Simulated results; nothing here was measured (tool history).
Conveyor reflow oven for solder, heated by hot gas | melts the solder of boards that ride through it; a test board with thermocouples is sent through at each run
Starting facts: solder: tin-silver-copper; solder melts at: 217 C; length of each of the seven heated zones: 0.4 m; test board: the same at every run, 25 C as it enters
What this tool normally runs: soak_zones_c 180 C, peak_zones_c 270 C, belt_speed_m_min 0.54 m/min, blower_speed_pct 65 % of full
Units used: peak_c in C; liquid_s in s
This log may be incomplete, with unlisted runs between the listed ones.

run 1 hour=0 | soak_zones_c=180 peak_zones_c=270 belt_speed_m_min=0.54 blower_speed_pct=65 | peak_c=257.49 liquid_s=73.88
run 2 hour=13.2 | soak_zones_c=180 peak_zones_c=270 belt_speed_m_min=0.54 blower_speed_pct=65 | peak_c=257.47 liquid_s=73.75
run 3 hour=24.6 | soak_zones_c=180 peak_zones_c=270 belt_speed_m_min=0.54 blower_speed_pct=65 | peak_c=257.51 liquid_s=73.98
run 4 hour=37.4 | soak_zones_c=180 peak_zones_c=270 belt_speed_m_min=0.54 blower_speed_pct=65 | peak_c=257.48 liquid_s=73.82
run 5 hour=51 | soak_zones_c=180 peak_zones_c=270 belt_speed_m_min=0.54 blower_speed_pct=65 | peak_c=257.51 liquid_s=73.58
run 6 hour=60.5 | soak_zones_c=180 peak_zones_c=280 belt_speed_m_min=0.54 blower_speed_pct=65 | peak_c=266.61 liquid_s=79.18
run 7 hour=75.5 | soak_zones_c=180 peak_zones_c=280 belt_speed_m_min=0.54 blower_speed_pct=65 | peak_c=266.44 liquid_s=79.17
run 8 hour=89.1 | soak_zones_c=180 peak_zones_c=280 belt_speed_m_min=0.54 blower_speed_pct=65 | peak_c=266.5 liquid_s=79.17
run 9 hour=101.8 | soak_zones_c=180 peak_zones_c=280 belt_speed_m_min=0.54 blower_speed_pct=65 | peak_c=266.51 liquid_s=79.14
run 10 hour=114.3 | soak_zones_c=180 peak_zones_c=280 belt_speed_m_min=0.54 blower_speed_pct=65 | peak_c=266.52 liquid_s=79.18
run 11 hour=129.6 | soak_zones_c=180 peak_zones_c=280 belt_speed_m_min=0.442 blower_speed_pct=65 | peak_c=271.65 liquid_s=100.38
run 12 hour=142.2 | soak_zones_c=180 peak_zones_c=280 belt_speed_m_min=0.637 blower_speed_pct=65 | peak_c=261.12 liquid_s=63.61
run 13 hour=151.8 | soak_zones_c=180 peak_zones_c=270 belt_speed_m_min=0.54 blower_speed_pct=65 | peak_c=257.5 liquid_s=73.77
run 14 hour=164.9 | soak_zones_c=180 peak_zones_c=270 belt_speed_m_min=0.54 blower_speed_pct=65 | peak_c=257.48 liquid_s=73.76
run 15 hour=182.9 | soak_zones_c=175 peak_zones_c=270 belt_speed_m_min=0.54 blower_speed_pct=65 | peak_c=256.67 liquid_s=71.27
run 16 hour=197.7 | soak_zones_c=180 peak_zones_c=268 belt_speed_m_min=0.54 blower_speed_pct=87 | peak_c=258.91 liquid_s=75.49
run 17 hour=207.7 | soak_zones_c=169 peak_zones_c=267 belt_speed_m_min=0.54 blower_speed_pct=65 | peak_c=253.14 liquid_s=66.19
run 18 hour=216.8 | soak_zones_c=172 peak_zones_c=270 belt_speed_m_min=0.54 blower_speed_pct=83 | peak_c=259.37 liquid_s=72.54
run 19 hour=235.2 | soak_zones_c=172 peak_zones_c=268 belt_speed_m_min=0.522 blower_speed_pct=53 | peak_c=252.78 liquid_s=68.59
run 20 hour=247.4 | soak_zones_c=180 peak_zones_c=268 belt_speed_m_min=0.54 blower_speed_pct=65 | peak_c=255.74 liquid_s=72.41
run 21 hour=258.9 | soak_zones_c=187 peak_zones_c=270 belt_speed_m_min=0.457 blower_speed_pct=65 | peak_c=262.23 liquid_s=95.23
run 22 hour=274.6 | soak_zones_c=180 peak_zones_c=270 belt_speed_m_min=0.54 blower_speed_pct=56 | peak_c=255.6 liquid_s=71.83
run 23 hour=283.2 | soak_zones_c=180 peak_zones_c=270 belt_speed_m_min=0.54 blower_speed_pct=56 | peak_c=255.62 liquid_s=71.98
run 24 hour=293.4 | soak_zones_c=180 peak_zones_c=270 belt_speed_m_min=0.464 blower_speed_pct=56 | peak_c=259.58 liquid_s=88.09
run 25 hour=312 | soak_zones_c=180 peak_zones_c=270 belt_speed_m_min=0.464 blower_speed_pct=56 | peak_c=259.64 liquid_s=88.24
run 26 hour=320.3 | soak_zones_c=180 peak_zones_c=277 belt_speed_m_min=0.438 blower_speed_pct=65 | peak_c=269.07 liquid_s=99.88

Predict the results of run 27:
run 27 hour=335.5 | soak_zones_c=180 peak_zones_c=277 belt_speed_m_min=0.438 blower_speed_pct=65 | peak_c=? liquid_s=?

{"run 27": {"peak_c": 268.94, "liquid_s": 99.97}}
The same run, on a tool lacking any hidden state, would have yielded peak_c 268.95 C, liquid_s 99.97 s.

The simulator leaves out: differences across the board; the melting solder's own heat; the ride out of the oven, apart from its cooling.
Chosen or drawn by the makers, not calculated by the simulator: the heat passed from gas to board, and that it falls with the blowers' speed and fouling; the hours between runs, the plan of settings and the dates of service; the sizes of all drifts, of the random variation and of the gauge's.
